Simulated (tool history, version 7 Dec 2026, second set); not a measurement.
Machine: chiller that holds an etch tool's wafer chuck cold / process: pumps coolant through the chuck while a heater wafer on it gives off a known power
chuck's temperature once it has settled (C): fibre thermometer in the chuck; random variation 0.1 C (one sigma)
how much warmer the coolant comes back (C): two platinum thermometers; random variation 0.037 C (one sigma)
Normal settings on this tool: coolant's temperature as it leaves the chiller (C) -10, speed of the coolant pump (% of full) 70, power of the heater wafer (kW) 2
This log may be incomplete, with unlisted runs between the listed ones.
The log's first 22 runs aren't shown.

run	day	coolant's temperature as it leaves the chiller (C)	speed of the coolant pump (% of full)	power of the heater wafer (kW)	chuck's temperature once it has settled (C)	how much warmer the coolant comes back (C)
23	79.354	-10	85	2	2.6	6.14
24	84.529	-10	85	2	2.6	6.14
25	87.021	-10	85	1.122	-3	3.57
26	89.521	-10	97	1.738	0	4.72
27	92.571	-10	65	1.738	3.5	7.14
28	95.938	-10	65	1.738	3.6	7.16
29	98.262	-10	86	1.338	-1.6	4.25
30	101.525	-19	66	1.618	-6.5	6.64
31	104.35	-16	66	1.9	-1.5	7.71

Each row is a separate what-if for the run after 31, all from the same tool condition, not one after another. Results?
A	107.079	-10	70	2	?	?
B	107.079	-16	62	1.402	?	?
C	107.079	-8	70	2.852	?	?
D	107.079	-16	66	2.547	?	?
E	107.079	-9	85	2	?	?

run	chuck's temperature once it has settled (C)	how much warmer the coolant comes back (C)
A	4.7	7.62
B	-4.7	6.06
C	13.4	10.87
D	3.8	10.27
E	3.8	6.24
Take away the tool's hidden state, keep each run's random variation, and the runs would have read:
run	chuck's temperature once it has settled (C)	how much warmer the coolant comes back (C)
A	4.7	7.37
B	-4.7	5.81
C	13.4	10.62
D	3.8	10.02
E	3.8	5.99

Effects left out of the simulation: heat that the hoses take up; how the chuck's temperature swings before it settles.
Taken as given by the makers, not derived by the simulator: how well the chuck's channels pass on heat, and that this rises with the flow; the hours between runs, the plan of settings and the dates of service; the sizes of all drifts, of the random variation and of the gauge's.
